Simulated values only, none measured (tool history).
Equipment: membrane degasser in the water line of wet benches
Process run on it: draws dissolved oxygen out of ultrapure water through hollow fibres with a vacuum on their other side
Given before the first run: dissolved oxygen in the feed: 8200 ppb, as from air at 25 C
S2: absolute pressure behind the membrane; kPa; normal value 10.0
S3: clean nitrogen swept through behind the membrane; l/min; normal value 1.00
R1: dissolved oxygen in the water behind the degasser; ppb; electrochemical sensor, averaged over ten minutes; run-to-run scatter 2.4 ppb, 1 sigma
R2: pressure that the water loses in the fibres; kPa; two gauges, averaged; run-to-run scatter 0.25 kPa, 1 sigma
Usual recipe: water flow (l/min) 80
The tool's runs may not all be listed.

{"run": 1, "hour": 0.0, "water flow (l/min)": 80, "S2": 10.0, "S3": 1.0, "R1": 904.0, "R2": 69.49}
{"run": 2, "hour": 208.2, "water flow (l/min)": 59, "S2": 10.0, "S3": 1.0, "R1": 705.4, "R2": 50.8}
{"hour": 435.2, "done": "seals of the vacuum lines changed"}
{"run": 3, "hour": 486.4, "water flow (l/min)": 59, "S2": 10.0, "S3": 1.0, "R1": 710.5, "R2": 51.17}
{"run": 4, "hour": 789.1, "water flow (l/min)": 59, "S2": 10.0, "S3": 1.0, "R1": 710.4, "R2": 51.14}
{"run": 5, "hour": 1008.9, "water flow (l/min)": 73, "S2": 10.0, "S3": 1.0, "R1": 837.5, "R2": 63.54}
{"run": 6, "hour": 1168.6, "water flow (l/min)": 80, "S2": 10.0, "S3": 1.0, "R1": 910.5, "R2": 69.43}
{"run": 7, "hour": 1315.2, "water flow (l/min)": 80, "S2": 10.0, "S3": 1.0, "R1": 909.1, "R2": 69.95}
{"run": 8, "hour": 1459.8, "water flow (l/min)": 80, "S2": 10.0, "S3": 1.0, "R1": 908.3, "R2": 69.79}
{"run": 9, "hour": 1676.4, "water flow (l/min)": 80, "S2": 10.0, "S3": 0.42, "R1": 1415.5, "R2": 69.26}
{"run": 10, "hour": 1853.8, "water flow (l/min)": 80, "S2": 10.0, "S3": 1.0, "R1": 912.8, "R2": 69.99}
{"run": 11, "hour": 2161.8, "water flow (l/min)": 80, "S2": 10.0, "S3": 1.0, "R1": 910.6, "R2": 69.7}
{"run": 12, "hour": 2366.4, "water flow (l/min)": 80, "S2": 10.0, "S3": 1.0, "R1": 915.7, "R2": 69.61}
{"run": 13, "hour": 2594.4, "water flow (l/min)": 80, "S2": 10.0, "S3": 1.0, "R1": 911.9, "R2": 70.12}
{"hour": 2614.2, "done": "vacuum gauge calibrated"}
{"run": 14, "hour": 2748.6, "water flow (l/min)": 80, "S2": 10.0, "S3": 1.0, "R1": 910.0, "R2": 70.37}
{"run": 15, "hour": 2914.2, "water flow (l/min)": 80, "S2": 18.8, "S3": 1.44, "R1": 1459.8, "R2": 69.88}
{"run": 16, "hour": 3217.6, "water flow (l/min)": 95, "S2": 23.1, "S3": 1.0, "R1": 2459.1, "R2": 83.7}
{"run": 17, "hour": 3358.8, "water flow (l/min)": 62, "S2": 10.3, "S3": 1.0, "R1": 775.7, "R2": 54.25}
{"run": 18, "hour": 3572.3, "water flow (l/min)": 88, "S2": 8.7, "S3": 1.0, "R1": 838.4, "R2": 77.65}
{"hour": 3875.1, "done": "vacuum gauge calibrated, once more"}
{"run": 19, "hour": 3880.1, "water flow (l/min)": 74, "S2": 8.7, "S3": 1.0, "R1": 707.6, "R2": 65.06}
{"run": 20, "hour": 4126.0, "water flow (l/min)": 80, "S2": 8.2, "S3": 1.16, "R1": 648.4, "R2": 70.64}
{"run": 21, "hour": 4370.8, "water flow (l/min)": 80, "S2": 8.2, "S3": 1.16, "R1": 645.0, "R2": 70.46}
{"run": 22, "hour": 4573.6, "water flow (l/min)": 123, "S2": 10.9, "S3": 0.8, "R1": 1596.8, "R2": 108.54}
{"run": 23, "hour": 4716.0, "water flow (l/min)": 80, "S2": 11.0, "S3": 1.61, "R1": 764.7, "R2": 70.29}
{"run": 24, "hour": 4959.3, "water flow (l/min)": 114, "S2": 10.0, "S3": 1.0, "R1": 1246.3, "R2": 100.99}
{"run": 25, "hour": 5277.8, "water flow (l/min)": 114, "S2": 10.0, "S3": 1.0, "R1": 1252.9, "R2": 100.42}
{"run": 26, "hour": 5517.5, "water flow (l/min)": 114, "S2": 10.0, "S3": 1.0, "R1": 1249.9, "R2": 101.36}

Alternative continuations, all from the tool just after run 26; predict every row:
{"run": "A", "hour": 5706.5, "water flow (l/min)": 80, "S2": 6.8, "S3": 0.44, "R1": "?", "R2": "?"}
{"run": "B", "hour": 5706.5, "water flow (l/min)": 116, "S2": 23.3, "S3": 2.38, "R1": "?", "R2": "?"}
{"run": "C", "hour": 5706.5, "water flow (l/min)": 60, "S2": 6.1, "S3": 1.24, "R1": "?", "R2": "?"}
{"run": "D", "hour": 5706.5, "water flow (l/min)": 57, "S2": 10.0, "S3": 1.0, "R1": "?", "R2": "?"}

run=A R1=812.6 R2=71.22
run=B R1=1776.4 R2=102.76
run=C R1=291.2 R2=53.40
run=D R1=694.2 R2=50.97
Take away the tool's hidden state, keep each run's random variation, and the runs would have read:
run=A R1=785.2 R2=66.89
run=B R1=1737.0 R2=96.50
run=C R1=279.3 R2=50.16
run=D R1=684.0 R2=47.88
